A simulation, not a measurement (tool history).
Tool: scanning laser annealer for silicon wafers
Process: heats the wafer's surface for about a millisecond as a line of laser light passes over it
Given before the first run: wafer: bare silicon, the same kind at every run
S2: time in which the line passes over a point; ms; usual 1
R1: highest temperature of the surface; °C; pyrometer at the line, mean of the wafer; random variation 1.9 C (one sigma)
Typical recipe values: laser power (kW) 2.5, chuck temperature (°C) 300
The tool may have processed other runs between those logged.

Run 1, day 0: usual settings. Result: R1 1124 °C.
Run 2, day 0.4: usual settings. Result: R1 1121 °C.
Run 3, day 0.975: usual settings but chuck temperature (°C) 267. Result: R1 1091 °C.
Run 4, day 1.567: usual settings but chuck temperature (°C) 267. Result: R1 1086 °C.
Run 5, day 2.025: usual settings but chuck temperature (°C) 267. Result: R1 1087 °C.
Run 6, day 2.342: usual settings but laser power (kW) 2.362. Result: R1 1078 °C.
Run 7, day 2.612: usual settings but laser power (kW) 2.141. Result: R1 1006 °C.
Run 8, day 3.129: usual settings but laser power (kW) 2.141. Result: R1 1006 °C.
Run 9, day 3.483: usual settings but laser power (kW) 2.141. Result: R1 1003 °C.
Run 10, day 3.767: usual settings but laser power (kW) 2.244. Result: R1 1038 °C.
Run 11, day 4.358: usual settings. Result: R1 1119 °C.
Run 12, day 4.746: usual settings. Result: R1 1116 °C.
Run 13, day 5.362: usual settings but laser power (kW) 2.717. Result: R1 1185 °C.
Run 14, day 5.838: usual settings but laser power (kW) 2.717. Result: R1 1183 °C.
Run 15, day 6.25: usual settings but laser power (kW) 2.717. Result: R1 1184 °C.
Run 16, day 6.546: usual settings. Result: R1 1116 °C.
Run 17, day 7.154: usual settings. Result: R1 1112 °C.
Run 18, day 7.758: usual settings but laser power (kW) 2.662. Result: R1 1165 °C.
Run 19, day 8.025: usual settings but laser power (kW) 2.662. Result: R1 1166 °C.
Run 20, day 8.521: usual settings. Result: R1 1115 °C.
Run 21, day 9.004: usual settings but laser power (kW) 2.735, S2 0.73 ms, chuck temperature (°C) 337. Result: R1 1075 °C.
Run 22, day 9.362: usual settings but laser power (kW) 2.701, S2 1.23 ms, chuck temperature (°C) 299. Result: R1 1286 °C.
Run 23, day 9.654: usual settings but laser power (kW) 2.701, S2 1.23 ms, chuck temperature (°C) 299. Result: R1 1286 °C.
At day 9.779: window over the wafer cleaned.
Run 24, day 10.362: usual settings but laser power (kW) 2.514, S2 0.76 ms, chuck temperature (°C) 288. Result: R1 979 °C.
Run 25, day 10.925: usual settings but laser power (kW) 2.46, chuck temperature (°C) 260. Result: R1 1057 °C.
Run 26, day 11.204: usual settings but laser power (kW) 2.46, chuck temperature (°C) 260. Result: R1 1051 °C.
At day 11.75: window over the wafer cleaned, once more.
Run 27, day 11.838: usual settings but laser power (kW) 2.46, chuck temperature (°C) 260. Result: R1 1078 °C.
Run 28, day 12.45: usual settings but laser power (kW) 2.46, S2 1.13 ms, chuck temperature (°C) 315. Result: R1 1195 °C.
Run 29, day 12.725: usual settings but laser power (kW) 2.46, S2 1.13 ms, chuck temperature (°C) 315. Result: R1 1196 °C.
Run 30, day 13.346: usual settings but laser power (kW) 2.186, S2 0.79 ms, chuck temperature (°C) 281. Result: R1 920 °C.
Run 31, day 13.792: usual settings but laser power (kW) 2.186, S2 0.79 ms, chuck temperature (°C) 281. Result: R1 919 °C.
Run 32, day 14.267: usual settings but laser power (kW) 2.14, S2 1.07 ms, chuck temperature (°C) 292. Result: R1 1036 °C.
Run 33, day 14.871: usual settings but laser power (kW) 2.14, S2 1.07 ms, chuck temperature (°C) 292. Result: R1 1036 °C.
Run 34, day 15.333: usual settings but laser power (kW) 2.324, S2 1.21 ms, chuck temperature (°C) 292. Result: R1 1156 °C.
Run 35, day 15.588: usual settings but chuck temperature (°C) 307. Result: R1 1136 °C.
Run 36, day 15.9: usual settings but laser power (kW) 2.134, S2 0.91 ms. Result: R1 976 °C.
Run 37, day 16.308: usual settings but laser power (kW) 2.134, S2 0.91 ms. Result: R1 976 °C.
Run 38, day 16.646: usual settings but laser power (kW) 2.134, S2 0.91 ms. Result: R1 973 °C.
Run 39, day 17.254: usual settings but laser power (kW) 2.343, S2 1.04 ms. Result: R1 1095 °C.
Run 40, day 17.604: usual settings but laser power (kW) 2.324, S2 1.11 ms, chuck temperature (°C) 327. Result: R1 1147 °C.

Pick out some run-to-run changes in R1. Of each, how much would a tool without hidden state show as well, from the settings, what came in and chance, and how much is left for the hidden state and any gauge scatter not in both results compared?
The hidden state here: light that passes the window, % of a clean one's; laser's true power over the reading, %; width of the line over the set one, %; drift of the gauge itself on peak_c, C.
Run 21 -> 22: laser power (kW) 2.735 -> 2.701, S2 0.73 -> 1.23, chuck temperature (°C) 337 -> 299. R1 +211 °C: hidden state -12, all else +223.
Run 23 -> 24: laser power (kW) 2.701 -> 2.514, S2 1.23 -> 0.76, chuck temperature (°C) 299 -> 288, window over the wafer cleaned. R1 -307 °C: hidden state +8, all else -315.
Run 26 -> 27: window over the wafer cleaned, once more. R1 +27 °C: hidden state +31, all else -4.
Run 29 -> 30: laser power (kW) 2.46 -> 2.186, S2 1.13 -> 0.79, chuck temperature (°C) 315 -> 281. R1 -276 °C: hidden state +4, all else -280.

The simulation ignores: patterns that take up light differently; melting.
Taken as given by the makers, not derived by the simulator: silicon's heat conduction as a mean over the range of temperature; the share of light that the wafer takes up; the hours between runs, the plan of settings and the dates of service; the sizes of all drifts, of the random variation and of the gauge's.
